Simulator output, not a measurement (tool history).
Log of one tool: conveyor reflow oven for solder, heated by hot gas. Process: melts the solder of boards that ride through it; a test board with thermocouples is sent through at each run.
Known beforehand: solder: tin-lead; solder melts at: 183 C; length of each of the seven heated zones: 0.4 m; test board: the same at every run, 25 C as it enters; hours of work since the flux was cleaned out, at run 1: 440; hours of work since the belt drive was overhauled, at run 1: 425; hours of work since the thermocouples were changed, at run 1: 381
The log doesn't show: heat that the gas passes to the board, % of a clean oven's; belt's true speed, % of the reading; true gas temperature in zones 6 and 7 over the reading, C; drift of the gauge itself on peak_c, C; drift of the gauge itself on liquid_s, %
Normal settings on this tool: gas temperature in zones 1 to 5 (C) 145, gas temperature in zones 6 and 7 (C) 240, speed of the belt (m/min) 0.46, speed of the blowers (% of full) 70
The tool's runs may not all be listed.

run	hour	gas temperature in zones 1 to 5 (C)	gas temperature in zones 6 and 7 (C)	speed of the belt (m/min)	speed of the blowers (% of full)	hours of work since the flux was cleaned out	hours of work since the belt drive was overhauled	hours of work since the thermocouples were changed	highest temperature of the board (C)	time above the solder's melting point (s)
1	0	145	240	0.46	70	440	425	381	223.6	88.2
2	13.6	145	240	0.46	70	451	435	391	223.7	88.4
3	24.4	145	240	0.46	70	459	444	400	223.5	88.5
4	37.7	145	240	0.46	70	469	454	410	223.9	88.6
# hour 48.8: flux residue cleaned out of gas plates and filters
5	52.6	136	240	0.46	70	3	462	418	225.9	86.6
6	64.1	136	240	0.46	70	12	470	427	225.8	86.6
7	71.7	136	240	0.391	70	18	476	433	230.1	106.8
8	84.1	145	230	0.46	70	27	486	442	218	83.9
9	92.7	145	230	0.46	70	34	493	449	217.8	83.9
10	106.1	145	230	0.46	70	44	503	459	218	84.3
11	117	145	242	0.46	70	53	511	468	228.3	92.7
12	123.7	145	242	0.46	70	58	517	473	228.6	92.8
13	135.7	145	242	0.46	70	67	526	482	228.7	93.2
14	144.2	145	242	0.523	70	74	533	489	224.3	78.1
15	154.1	145	242	0.523	70	82	540	496	224.2	78.6
16	166.5	145	232	0.523	70	91	550	506	215.2	70.8
17	173.1	144	244	0.43	63	96	555	511	229.9	100.4
18	181.3	144	243	0.479	77	103	561	517	229.7	89.7
19	193.6	144	243	0.479	77	112	571	527	229.4	89.7
20	206.9	137	236	0.475	51	122	581	537	213.9	70.5
21	218.6	137	252	0.475	83	132	590	546	238.5	93.5
22	229.3	145	241	0.46	87	140	598	555	230.8	94.8
23	243.4	133	240	0.46	70	151	609	565	224.5	83.7
24	253.1	133	240	0.46	70	158	617	573	224.4	83.8
25	266.9	153	236	0.46	70	169	628	584	223.6	93.9
26	278	153	236	0.398	61	178	636	592	225.2	110.4
27	285.9	153	246	0.424	61	184	642	598	232.8	109
28	299.9	153	246	0.424	61	195	653	609	232.7	109.1
29	310.8	151	239	0.524	87	203	662	618	226.3	82.5
30	323	151	239	0.386	53	213	671	627	226.4	113.6

What if the next run were any one of these 4? Each begins from the tool's condition after run 30:
A	330.1	139	240	0.46	89	218	677	633	?	?
B	330.1	151	235	0.549	61	218	677	633	?	?
C	330.1	148	240	0.46	70	218	677	633	?	?
D	330.1	145	241	0.46	70	218	677	633	?	?

run	highest temperature of the board (C)	time above the solder's melting point (s)
A	229.1	91.3
B	214.7	67.8
C	226.5	92.9
D	226.6	91.6
Stripped of hidden state, with their random variation kept, the same runs would have yielded:
run	highest temperature of the board (C)	time above the solder's melting point (s)
A	229.5	90.5
B	215	67.5
C	226.7	91.9
D	226.8	90.6

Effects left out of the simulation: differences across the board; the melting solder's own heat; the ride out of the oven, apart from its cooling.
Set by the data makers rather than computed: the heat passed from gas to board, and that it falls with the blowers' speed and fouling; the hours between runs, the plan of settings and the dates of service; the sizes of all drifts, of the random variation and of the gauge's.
